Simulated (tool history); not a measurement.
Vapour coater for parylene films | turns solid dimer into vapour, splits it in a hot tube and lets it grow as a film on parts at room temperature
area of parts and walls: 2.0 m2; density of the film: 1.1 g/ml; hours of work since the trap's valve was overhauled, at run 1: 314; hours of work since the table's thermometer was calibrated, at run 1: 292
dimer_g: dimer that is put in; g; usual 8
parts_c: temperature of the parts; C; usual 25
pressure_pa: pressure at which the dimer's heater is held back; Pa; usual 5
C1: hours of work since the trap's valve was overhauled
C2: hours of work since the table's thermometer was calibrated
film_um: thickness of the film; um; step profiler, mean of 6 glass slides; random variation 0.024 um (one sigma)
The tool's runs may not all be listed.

Run 1, hour 0: usual settings; C1 314; C2 292. Result: film_um 2.26 um.
Run 2, hour 13: usual settings; C1 324; C2 301. Result: film_um 2.22 um.
Run 3, hour 22.7: usual settings; C1 331; C2 309. Result: film_um 2.26 um.
Run 4, hour 38.4: usual settings; C1 343; C2 320. Result: film_um 2.24 um.
Run 5, hour 49.7: usual settings; C1 351; C2 329. Result: film_um 2.3 um.
Run 6, hour 63.8: usual settings but pressure_pa 5.59 Pa; C1 362; C2 339. Result: film_um 2.24 um.
Run 7, hour 85.9: usual settings but pressure_pa 5.59 Pa; C1 378; C2 356. Result: film_um 2.23 um.
Run 8, hour 95.5: usual settings but pressure_pa 5.59 Pa; C1 385; C2 363. Result: film_um 2.2 um.
Run 9, hour 105.9: usual settings; C1 393; C2 370. Result: film_um 2.24 um.
Run 10, hour 124.5: usual settings; C1 407; C2 384. Result: film_um 2.27 um.
Run 11, hour 147.7: usual settings; C1 424; C2 401. Result: film_um 2.26 um.
Run 12, hour 158.7: usual settings but pressure_pa 6.56 Pa; C1 432; C2 410. Result: film_um 2.19 um.
Run 13, hour 169.8: usual settings; C1 440; C2 418. Result: film_um 2.23 um.
Run 14, hour 190.4: usual settings; C1 456; C2 433. Result: film_um 2.22 um.
Run 15, hour 207.5: usual settings; C1 468; C2 446. Result: film_um 2.21 um.
Run 16, hour 222.3: usual settings; C1 479; C2 457. Result: film_um 2.23 um.
Run 17, hour 238.2: usual settings but dimer_g 3 g; C1 491; C2 469. Result: film_um 0.8 um.
Run 18, hour 260.3: usual settings but dimer_g 6 g, parts_c 28 C, pressure_pa 2.06 Pa; C1 508; C2 485. Result: film_um 1.74 um.
At hour 265.2: trap's valve overhauled.
Run 19, hour 284.4: usual settings but dimer_g 9 g, parts_c 35 C; C1 14; C2 500. Result: film_um 1.8 um.
Run 20, hour 305.8: usual settings but dimer_g 3 g, parts_c 33 C, pressure_pa 7.32 Pa; C1 30; C2 516. Result: film_um 0.6 um.
Run 21, hour 315.5: usual settings but dimer_g 12 g, parts_c 19 C, pressure_pa 7.32 Pa; C1 37; C2 523. Result: film_um 3.64 um.
Run 22, hour 326.6: usual settings but dimer_g 9 g, parts_c 24 C, pressure_pa 5.58 Pa; C1 46; C2 531. Result: film_um 2.46 um.
Run 23, hour 338.5: usual settings but dimer_g 4 g, parts_c 17 C, pressure_pa 6.56 Pa; C1 54; C2 540. Result: film_um 1.29 um.
Run 24, hour 349.8: usual settings but parts_c 17 C, pressure_pa 8.43 Pa; C1 63; C2 549. Result: film_um 2.59 um.
At hour 367.6: trap's valve overhauled, once more.
Run 25, hour 374.7: usual settings but dimer_g 12 g, parts_c 29 C, pressure_pa 2.33 Pa; C1 5; C2 564. Result: film_um 3.38 um.
Run 26, hour 388: usual settings but parts_c 24 C; C1 15; C2 574. Result: film_um 2.42 um.
Run 27, hour 407.9: usual settings but parts_c 23 C; C1 30; C2 589. Result: film_um 2.51 um.
Run 28, hour 429.8: usual settings but dimer_g 4 g, parts_c 36 C, pressure_pa 2.1 Pa; C1 46; C2 605. Result: film_um 0.93 um.
Run 29, hour 450.7: usual settings but dimer_g 7 g; C1 62; C2 620. Result: film_um 1.99 um.
Run 30, hour 468.3: usual settings but parts_c 24 C, pressure_pa 4.24 Pa; C1 75; C2 634. Result: film_um 2.4 um.
Run 31, hour 482.7: usual settings but parts_c 24 C, pressure_pa 4.24 Pa; C1 85; C2 644. Result: film_um 2.39 um.
Run 32, hour 502.3: usual settings but dimer_g 4 g, parts_c 24 C, pressure_pa 4.24 Pa; C1 100; C2 659. Result: film_um 1.2 um.
Run 33, hour 515.5: usual settings but dimer_g 12 g, parts_c 24 C, pressure_pa 8.03 Pa; C1 110; C2 669. Result: film_um 3.34 um.

4 ways to go on from here, each from the tool as it stands after run 33. What would each give?
Run A, hour 528: usual settings but dimer_g 13 g, parts_c 23 C, pressure_pa 2.7 Pa; C1 119; C2 678. Result: film_um ?.
Run B, hour 528: usual settings; C1 119; C2 678. Result: film_um ?.
Run C, hour 528: usual settings but parts_c 24 C, pressure_pa 8.03 Pa; C1 119; C2 678. Result: film_um ?.
Run D, hour 528: usual settings but dimer_g 5 g, parts_c 32 C, pressure_pa 8.19 Pa; C1 119; C2 678. Result: film_um ?.

run  film_um
  A     4.24
  B     2.29
  C     2.23
  D     1.06
Without the tool's hidden state the same runs would have given:
run  film_um
  A     4.34
  B     2.35
  C     2.28
  D     1.09
